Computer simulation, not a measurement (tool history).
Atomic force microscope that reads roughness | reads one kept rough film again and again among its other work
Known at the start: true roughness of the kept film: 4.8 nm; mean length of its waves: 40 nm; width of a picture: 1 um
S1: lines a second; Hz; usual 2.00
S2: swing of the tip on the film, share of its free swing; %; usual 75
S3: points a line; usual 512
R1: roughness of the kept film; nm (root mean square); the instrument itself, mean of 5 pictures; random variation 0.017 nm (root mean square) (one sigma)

Run 1, day 0.000: usual settings. Result: R1 4.103 nm (root mean square).
At day 1.762: new tip fitted.
Run 2, day 2.800: usual settings. Result: R1 4.104 nm (root mean square).
At day 4.229: new tip fitted.
Run 3, day 4.908: usual settings. Result: R1 4.073 nm (root mean square).
At day 6.588: new tip fitted.
Run 4, day 7.638: usual settings. Result: R1 4.090 nm (root mean square).
At day 8.846: new tip fitted.
Run 5, day 9.896: usual settings. Result: R1 4.113 nm (root mean square).
At day 11.229: new tip fitted.
Run 6, day 12.246: usual settings. Result: R1 4.110 nm (root mean square).
At day 13.542: new tip fitted.
Run 7, day 15.083: usual settings. Result: R1 4.106 nm (root mean square).
At day 15.838: new tip fitted.
Run 8, day 17.338: usual settings. Result: R1 4.088 nm (root mean square).
At day 18.162: new tip fitted.
Run 9, day 18.721: usual settings. Result: R1 4.114 nm (root mean square).
At day 20.512: new tip fitted.
Run 10, day 21.504: usual settings. Result: R1 4.107 nm (root mean square).
At day 22.862: new tip fitted.
Run 11, day 23.521: usual settings but S2 69 %. Result: R1 4.184 nm (root mean square).
At day 25.158: new tip fitted.
Run 12, day 25.254: usual settings but S2 81 %, S3 481. Result: R1 4.021 nm (root mean square).
At day 27.442: new tip fitted.
Run 13, day 28.050: usual settings but S1 0.95 Hz. Result: R1 4.310 nm (root mean square).

Forecast run 14:
At day 29.758: new tip fitted.
Run 14, day 29.758: usual settings but S2 80 %. Result: R1 ?.

{"run 14": {"R1": 4.015}}
Without the tool's hidden state the same run would have given R1 4.015 nm (root mean square).
